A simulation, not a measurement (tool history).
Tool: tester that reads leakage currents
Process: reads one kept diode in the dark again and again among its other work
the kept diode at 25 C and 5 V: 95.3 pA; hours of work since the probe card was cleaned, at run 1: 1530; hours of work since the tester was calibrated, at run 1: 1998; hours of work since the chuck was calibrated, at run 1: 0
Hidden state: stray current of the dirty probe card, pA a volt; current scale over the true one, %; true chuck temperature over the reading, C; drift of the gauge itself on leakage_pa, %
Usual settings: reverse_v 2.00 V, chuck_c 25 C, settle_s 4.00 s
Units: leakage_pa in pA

run	hour	reverse_v	chuck_c	settle_s	hours of work since the probe card was cleaned	hours of work since the tester was calibrated	hours of work since the chuck was calibrated	leakage_pa
1	0.0	2.00	25	4.00	1530	1998	0	70.08
2	99.1	2.00	56	4.00	1595	2063	65	522.85
3	211.4	2.00	56	4.00	1669	2138	139	519.89
4	265.2	2.00	25	4.00	1704	2173	175	69.68
# hour 343.9: tester calibrated
5	344.1	2.00	25	4.00	1755	0	226	71.09
# hour 355.6: chuck's temperature calibrated
6	445.0	2.00	25	4.00	1820	65	59	70.40
7	545.8	6.34	25	2.30	1887	132	125	108.73
8	670.4	3.11	25	0.84	1969	214	208	82.80
# hour 690.6: chuck's temperature calibrated, once more
9	727.2	8.80	25	0.56	2005	250	24	126.45
10	840.3	1.08	53	9.40	2080	325	99	352.53
11	898.8	3.34	22	1.83	2118	363	137	68.74

3 ways to go on from here, each from the tool as it stands after run 11. What would each give?
A	991.5	1.16	38	0.34	2179	424	198	?
B	991.5	3.34	22	6.36	2179	424	198	?
C	991.5	1.18	26	0.48	2179	424	198	?

run	leakage_pa
A	139.87
B	68.32
C	62.27
Without the tool's hidden state the same runs would have given:
run	leakage_pa
A	141.51
B	66.28
C	62.37
